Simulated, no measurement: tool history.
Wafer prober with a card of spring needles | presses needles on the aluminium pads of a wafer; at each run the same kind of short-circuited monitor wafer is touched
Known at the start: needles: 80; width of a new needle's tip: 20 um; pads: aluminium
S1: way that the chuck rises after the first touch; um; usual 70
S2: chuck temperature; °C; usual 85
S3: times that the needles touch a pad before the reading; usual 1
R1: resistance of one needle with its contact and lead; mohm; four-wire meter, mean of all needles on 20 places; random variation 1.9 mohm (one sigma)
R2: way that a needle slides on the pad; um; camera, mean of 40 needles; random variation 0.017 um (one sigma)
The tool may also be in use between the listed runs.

run	hour	S1	S2	S3	R1	R2
1	0	70	85	1	197	16
# hour 17.1: tips cleaned on abrasive film
2	17.9	70	85	1	196	16
# hour 36.8: tips cleaned on abrasive film
3	46.4	70	85	1	195	15.96
# hour 55.8: tips cleaned on abrasive film
4	73.6	54	85	1	198	12.31
# hour 76.1: tips cleaned on abrasive film
# hour 95.9: tips cleaned on abrasive film
5	97.5	73	85	1	196	16.66
# hour 115.2: tips cleaned on abrasive film
6	126.5	73	85	1	193	16.66
# hour 135.1: tips cleaned on abrasive film
7	140.2	73	85	1	193	16.64
# hour 154.5: tips cleaned on abrasive film
8	165.2	73	73	1	194	16.64
# hour 174.4: tips cleaned on abrasive film
9	177.7	73	73	1	190	16.62
# hour 193.4: tips cleaned on abrasive film
10	206.4	77	85	1	196	17.53
# hour 212.6: tips cleaned on abrasive film
11	230	70	31	1	182	15.91
# hour 232.7: tips cleaned on abrasive film
12	246.1	70	31	2	184	15.88
# hour 251.5: tips cleaned on abrasive film
# hour 271.8: tips cleaned on abrasive film
13	272.1	70	85	1	192	15.92
14	288.8	70	89	1	197	15.88
# hour 292.2: tips cleaned on abrasive film
15	302.2	70	85	2	199	15.9
# hour 304.4: height of the first contact set anew
# hour 311.8: tips cleaned on abrasive film
16	327.6	70	85	2	198	15.88
# hour 332.4: tips cleaned on abrasive film
17	349.7	70	96	2	197	15.85
# hour 351.6: tips cleaned on abrasive film
# hour 373: tips cleaned on abrasive film
18	374.4	70	96	2	200	15.86
19	386.6	70	96	2	196	15.86
# hour 391.9: tips cleaned on abrasive film
20	404.6	70	96	2	196	15.87
# hour 411.5: tips cleaned on abrasive film
21	429.2	52	32	1	188	11.77
# hour 430.5: tips cleaned on abrasive film
# hour 450.2: tips cleaned on abrasive film
22	451.2	64	32	1	189	14.5
# hour 469.7: tips cleaned on abrasive film
23	472.5	64	32	1	189	14.47
# hour 489.3: tips cleaned on abrasive film
24	501.9	64	32	1	185	14.49
# hour 509.8: tips cleaned on abrasive film
# hour 528.9: tips cleaned on abrasive film
25	529	64	32	1	189	14.44
26	543.6	64	32	1	184	14.46

Forecast run 27:
# hour 548.2: tips cleaned on abrasive film
27	562.4	70	85	1	?	?

R1: 195 mohm
R2: 15.78 um
Without the tool's hidden state the same run would have given R1 195 mohm, R2 15.98 um.
